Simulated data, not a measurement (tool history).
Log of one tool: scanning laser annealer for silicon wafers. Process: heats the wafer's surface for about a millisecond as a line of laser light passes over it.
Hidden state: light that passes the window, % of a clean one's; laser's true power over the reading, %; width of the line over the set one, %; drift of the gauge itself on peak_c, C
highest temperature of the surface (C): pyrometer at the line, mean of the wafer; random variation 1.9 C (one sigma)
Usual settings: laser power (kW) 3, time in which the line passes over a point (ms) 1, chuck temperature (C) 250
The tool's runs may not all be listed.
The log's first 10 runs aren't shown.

| run | day | laser power (kW) | time in which the line passes over a point (ms) | chuck temperature (C) | hours of work since the window was cleaned | hours of work since the power meter was calibrated | hours of work since the optics were aligned | highest temperature of the surface (C) |
|---|---|---|---|---|---|---|---|---|
| 11 | 10.196 | 3 | 1 | 230 | 615 | 424 | 1415 | 1067 |
| 12 | 11.221 | 3 | 1 | 281 | 626 | 435 | 1426 | 1115 |
| 13 | 11.796 | 3 | 1 | 248 | 632 | 442 | 1433 | 1084 |
|  | 12.45 | window over the wafer cleaned |
| 14 | 12.833 | 3 | 1 | 248 | 4 | 452 | 1443 | 1083 |
| 15 | 13.733 | 3 | 1 | 248 | 14 | 462 | 1453 | 1084 |
| 16 | 14.942 | 3 | 1 | 281 | 27 | 475 | 1466 | 1115 |
| 17 | 16.067 | 3 | 1 | 281 | 39 | 487 | 1478 | 1113 |
| 18 | 17.092 | 3 | 1 | 281 | 50 | 498 | 1489 | 1117 |
| 19 | 18.062 | 3 | 1 | 281 | 60 | 508 | 1499 | 1114 |
| 20 | 18.958 | 3 | 1 | 281 | 70 | 518 | 1509 | 1115 |
| 21 | 19.742 | 3.216 | 0.86 | 256 | 79 | 526 | 1517 | 1098 |
| 22 | 20.462 | 2.854 | 1 | 239 | 86 | 534 | 1525 | 1031 |
| 23 | 21.646 | 2.854 | 1 | 273 | 99 | 547 | 1538 | 1063 |
| 24 | 22.196 | 3 | 1.09 | 234 | 105 | 553 | 1544 | 1104 |
| 25 | 22.908 | 3.145 | 1.14 | 259 | 113 | 560 | 1551 | 1197 |
| 26 | 23.575 | 3.136 | 0.71 | 259 | 120 | 568 | 1559 | 1005 |
| 27 | 24.329 | 3.2 | 0.74 | 259 | 128 | 576 | 1567 | 1040 |
| 28 | 25.125 | 3.2 | 0.74 | 259 | 137 | 584 | 1575 | 1037 |
| 29 | 26.321 | 3 | 1.03 | 252 | 149 | 597 | 1588 | 1100 |
| 30 | 26.862 | 2.917 | 0.99 | 250 | 155 | 603 | 1594 | 1055 |

The next listed run, before its measurement:
| 31 | 28.096 | 2.917 | 0.99 | 250 | 168 | 616 | 1607 | ? |

highest temperature of the surface (C): 1053
Without the tool's hidden state the same run would have given highest temperature of the surface (C) 1053.
